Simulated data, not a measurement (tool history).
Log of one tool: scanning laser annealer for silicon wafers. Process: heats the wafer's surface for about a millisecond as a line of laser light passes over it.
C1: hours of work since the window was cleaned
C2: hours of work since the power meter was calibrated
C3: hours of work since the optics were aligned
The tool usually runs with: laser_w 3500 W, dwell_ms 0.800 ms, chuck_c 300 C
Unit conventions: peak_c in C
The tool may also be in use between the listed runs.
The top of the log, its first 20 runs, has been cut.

-- hour=139.4 window over the wafer cleaned
run 21 hour=143.9 | laser_w=3500 dwell_ms=0.846 chuck_c=279 | C1=2 C2=97 C3=1209 | peak_c=1005
run 22 hour=153.8 | laser_w=3582 dwell_ms=0.872 chuck_c=298 | C1=7 C2=102 C3=1214 | peak_c=1058
run 23 hour=159.5 | laser_w=3592 dwell_ms=0.800 chuck_c=330 | C1=10 C2=105 C3=1217 | peak_c=1053
run 24 hour=168.6 | laser_w=3587 dwell_ms=0.877 chuck_c=320 | C1=15 C2=110 C3=1222 | peak_c=1085
run 25 hour=174.4 | laser_w=3587 dwell_ms=0.877 chuck_c=320 | C1=18 C2=113 C3=1225 | peak_c=1082
run 26 hour=185.6 | laser_w=3272 dwell_ms=0.877 chuck_c=320 | C1=24 C2=118 C3=1231 | peak_c=1003
run 27 hour=194.7 | laser_w=3272 dwell_ms=0.877 chuck_c=320 | C1=28 C2=123 C3=1235 | peak_c=1002
run 28 hour=200.5 | laser_w=3272 dwell_ms=0.877 chuck_c=320 | C1=31 C2=126 C3=1238 | peak_c=998
run 29 hour=211.2 | laser_w=3358 dwell_ms=0.800 chuck_c=296 | C1=37 C2=131 C3=1244 | peak_c=961
run 30 hour=221.7 | laser_w=3831 dwell_ms=0.800 chuck_c=290 | C1=42 C2=137 C3=1249 | peak_c=1073
run 31 hour=227.9 | laser_w=3831 dwell_ms=0.800 chuck_c=290 | C1=45 C2=140 C3=1252 | peak_c=1074
run 32 hour=233.9 | laser_w=3494 dwell_ms=0.800 chuck_c=290 | C1=48 C2=143 C3=1255 | peak_c=992
run 33 hour=243.6 | laser_w=3230 dwell_ms=0.950 chuck_c=321 | C1=53 C2=148 C3=1260 | peak_c=1024

Each row is a separate what-if for the run after 33, all from the same tool condition, not one after another. Results?
run A hour=249.6 | laser_w=3500 dwell_ms=0.826 chuck_c=330 | C1=56 C2=151 C3=1263 | peak_c=?
run B hour=249.6 | laser_w=3563 dwell_ms=0.950 chuck_c=321 | C1=56 C2=151 C3=1263 | peak_c=?
run C hour=249.6 | laser_w=3500 dwell_ms=0.573 chuck_c=300 | C1=56 C2=151 C3=1263 | peak_c=?

run=A peak_c=1044
run=B peak_c=1112
run=C peak_c=876
Take away the tool's hidden state, keep each run's random variation, and the runs would have read:
run=A peak_c=1045
run=B peak_c=1113
run=C peak_c=876
